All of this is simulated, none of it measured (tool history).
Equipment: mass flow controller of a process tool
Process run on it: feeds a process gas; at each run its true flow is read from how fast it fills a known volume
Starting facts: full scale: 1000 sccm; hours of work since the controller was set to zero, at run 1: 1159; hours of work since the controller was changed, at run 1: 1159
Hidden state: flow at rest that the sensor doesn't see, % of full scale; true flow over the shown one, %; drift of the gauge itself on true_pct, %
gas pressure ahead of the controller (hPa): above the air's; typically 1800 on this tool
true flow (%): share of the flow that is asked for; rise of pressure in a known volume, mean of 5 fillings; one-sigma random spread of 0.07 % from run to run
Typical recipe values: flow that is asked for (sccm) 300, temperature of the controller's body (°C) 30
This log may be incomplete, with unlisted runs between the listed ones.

| run | day | flow that is asked for (sccm) | gas pressure ahead of the controller (hPa) | temperature of the controller's body (°C) | hours of work since the controller was set to zero | hours of work since the controller was changed | true flow (%) |
|---|---|---|---|---|---|---|---|
| 1 | 0.000 | 300 | 1800 | 30 | 1159 | 1159 | 98.62 |
| 2 | 7.646 | 300 | 1800 | 30 | 1252 | 1252 | 98.62 |
| 3 | 12.204 | 300 | 1800 | 30 | 1307 | 1307 | 98.67 |
| 4 | 19.217 | 300 | 1800 | 30 | 1392 | 1392 | 98.70 |
| 5 | 29.321 | 300 | 1410 | 30 | 1515 | 1515 | 98.52 |
| 6 | 36.729 | 300 | 1410 | 30 | 1604 | 1604 | 98.54 |
| 7 | 44.158 | 300 | 1800 | 25 | 1694 | 1694 | 99.08 |
| 8 | 52.275 | 300 | 1800 | 25 | 1793 | 1793 | 99.06 |
| 9 | 59.367 | 300 | 1800 | 25 | 1879 | 1879 | 99.02 |
| 10 | 66.300 | 300 | 1800 | 25 | 1963 | 1963 | 99.06 |
|  | 66.846 | controller's zero set anew |
| 11 | 72.508 | 300 | 1800 | 25 | 69 | 2038 | 98.89 |
| 12 | 80.308 | 300 | 1440 | 37 | 163 | 2132 | 98.14 |
| 13 | 86.958 | 112 | 2390 | 34 | 244 | 2213 | 96.64 |
| 14 | 95.808 | 116 | 2120 | 28 | 351 | 2320 | 96.88 |
| 15 | 102.383 | 270 | 1460 | 25 | 431 | 2400 | 98.58 |
|  | 103.917 | controller's zero set anew, once more |
| 16 | 111.933 | 257 | 2510 | 22 | 97 | 2515 | 100.29 |

Run 17 comes next. What will it give?
| 17 | 122.312 | 250 | 1800 | 32 | 223 | 2641 | ? |

true flow (%): 99.49
Were there no unlogged condition in the tool, this run, its random variation unchanged, would have produced true flow (%) 98.27.

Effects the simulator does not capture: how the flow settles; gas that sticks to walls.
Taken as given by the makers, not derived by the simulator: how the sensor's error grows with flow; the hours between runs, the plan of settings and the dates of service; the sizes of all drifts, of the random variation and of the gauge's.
